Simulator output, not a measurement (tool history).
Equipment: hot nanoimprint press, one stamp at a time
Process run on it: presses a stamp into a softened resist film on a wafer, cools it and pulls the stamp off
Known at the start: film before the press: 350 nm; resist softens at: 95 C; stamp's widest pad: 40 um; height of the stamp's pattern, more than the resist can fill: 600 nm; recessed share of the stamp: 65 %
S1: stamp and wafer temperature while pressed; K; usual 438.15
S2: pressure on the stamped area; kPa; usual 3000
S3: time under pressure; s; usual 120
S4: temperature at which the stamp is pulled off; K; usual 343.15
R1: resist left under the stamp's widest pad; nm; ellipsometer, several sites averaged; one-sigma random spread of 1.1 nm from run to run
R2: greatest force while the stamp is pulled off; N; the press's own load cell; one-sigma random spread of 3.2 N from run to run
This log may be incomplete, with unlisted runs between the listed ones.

run,day,S1,S2,S3,S4,R1,R2
1,0.000,438.15,3000,120,343.15,208.4,282
2,0.417,438.15,3000,120,348.15,211.7,252
3,0.675,438.15,3000,120,348.15,210.0,249
# day 1.250: stamp cleaned and given a new release coat
4,1.425,438.15,3000,120,343.15,209.9,156
5,1.671,438.15,3000,67,343.15,244.2,154
6,1.967,438.15,3000,67,343.15,242.2,158
7,2.517,438.15,3000,67,343.15,244.5,163
8,3.058,442.15,4280,120,343.15,158.4,165
9,3.571,438.15,3000,93,343.15,226.8,167
10,3.804,438.15,3000,196,343.15,180.4,168
11,4.162,438.15,3000,196,343.15,180.1,162
12,4.512,430.15,3000,120,329.15,251.8,217
13,4.938,438.15,2710,120,343.15,219.7,169

Below are 4 alternative next runs, each starting from the tool's condition after run 13. Predict each:
A,5.458,438.15,3000,120,339.15,?,?
B,5.458,438.15,3000,120,342.15,?,?
C,5.458,447.15,2710,173,350.15,?,?
D,5.458,438.15,2720,121,343.15,?,?

run,R1,R2
A,211.5,189
B,210.1,171
C,157.0,151
D,219.0,170
Without the tool's hidden state the same runs would have given:
run,R1,R2
A,201.5,166
B,200.2,151
C,149.2,132
D,209.1,149
